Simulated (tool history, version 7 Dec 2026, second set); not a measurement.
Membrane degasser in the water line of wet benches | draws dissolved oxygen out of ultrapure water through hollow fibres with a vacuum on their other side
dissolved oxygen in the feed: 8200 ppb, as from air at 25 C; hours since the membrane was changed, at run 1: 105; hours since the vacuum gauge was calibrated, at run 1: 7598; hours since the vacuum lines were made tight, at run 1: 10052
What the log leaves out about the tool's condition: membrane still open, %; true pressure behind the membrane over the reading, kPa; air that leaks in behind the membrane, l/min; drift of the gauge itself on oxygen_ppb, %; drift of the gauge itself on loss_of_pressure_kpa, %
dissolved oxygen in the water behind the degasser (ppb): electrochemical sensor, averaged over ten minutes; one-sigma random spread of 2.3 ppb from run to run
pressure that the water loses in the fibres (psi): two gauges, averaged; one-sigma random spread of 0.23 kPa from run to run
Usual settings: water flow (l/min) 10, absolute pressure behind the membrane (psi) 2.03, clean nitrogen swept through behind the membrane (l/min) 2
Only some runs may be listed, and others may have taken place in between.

run	hour	water flow (l/min)	absolute pressure behind the membrane (psi)	clean nitrogen swept through behind the membrane (l/min)	hours since the membrane was changed	hours since the vacuum gauge was calibrated	hours since the vacuum lines were made tight	dissolved oxygen in the water behind the degasser (ppb)	pressure that the water loses in the fibres (psi)
1	0	10	2.03	2	105	7598	10052	225.6	8.314
2	69.5	10	2.03	2	174	7668	10122	226.6	8.314
3	136	8	2.03	2	241	7735	10189	158	6.64
4	209.5	8	2.03	2	314	7808	10262	157.6	6.663
5	249.8	8	2.03	2	354	7848	10302	158.3	6.653
6	324.2	8	2.03	2	429	7923	10377	156.9	6.715
7	401.5	8	2.03	2	506	8000	10454	157.4	6.722
8	444.4	11	2.03	2	549	8043	10497	264.3	9.119
9	496.6	11	2.03	2	601	8095	10549	262.6	9.15
# hour 518.7: vacuum gauge calibrated
10	547.8	8	2.03	2	652	29	10600	159.7	6.701
11	604.9	10	2.03	2	709	86	10657	223.9	8.356
12	651.9	10	2.03	2	756	133	10704	225.6	8.325
13	714.2	8	1.45	2	818	195	10766	120.1	6.702
14	751.8	8	2.19	2	856	233	10804	170.8	6.708
15	786.1	9	2.19	2	890	267	10838	202.3	7.564
16	830.9	9	2.19	2	935	312	10883	200.3	7.532
17	863.4	9	2.19	2	968	345	10915	200.4	7.493
18	940.3	14	1.36	1.01	1045	422	10992	403.2	11.745
19	1003.2	14	1.36	1.38	1107	485	11055	358.7	11.765
20	1060.3	10	2.02	1.73	1165	542	11112	246.2	8.414
21	1105	9	3.6	1.56	1209	586	11157	354.2	7.538

4 ways to go on from here, each from the tool as it stands after run 21. What would each give?
A	1148.8	12	2.18	1.46	1253	630	11201	?	?
B	1148.8	14	5.03	1.75	1253	630	11201	?	?
C	1148.8	6	1.81	4.88	1253	630	11201	?	?
D	1148.8	7	3.31	0.83	1253	630	11201	?	?

run	dissolved oxygen in the water behind the degasser (ppb)	pressure that the water loses in the fibres (psi)
A	379.9	10.076
B	764.9	11.799
C	50.1	5.095
D	408.8	5.904
Had the tool no hidden state, the same runs would have come out as:
run	dissolved oxygen in the water behind the degasser (ppb)	pressure that the water loses in the fibres (psi)
A	379.5	9.958
B	763.9	11.661
C	50	5.036
D	407.6	5.836
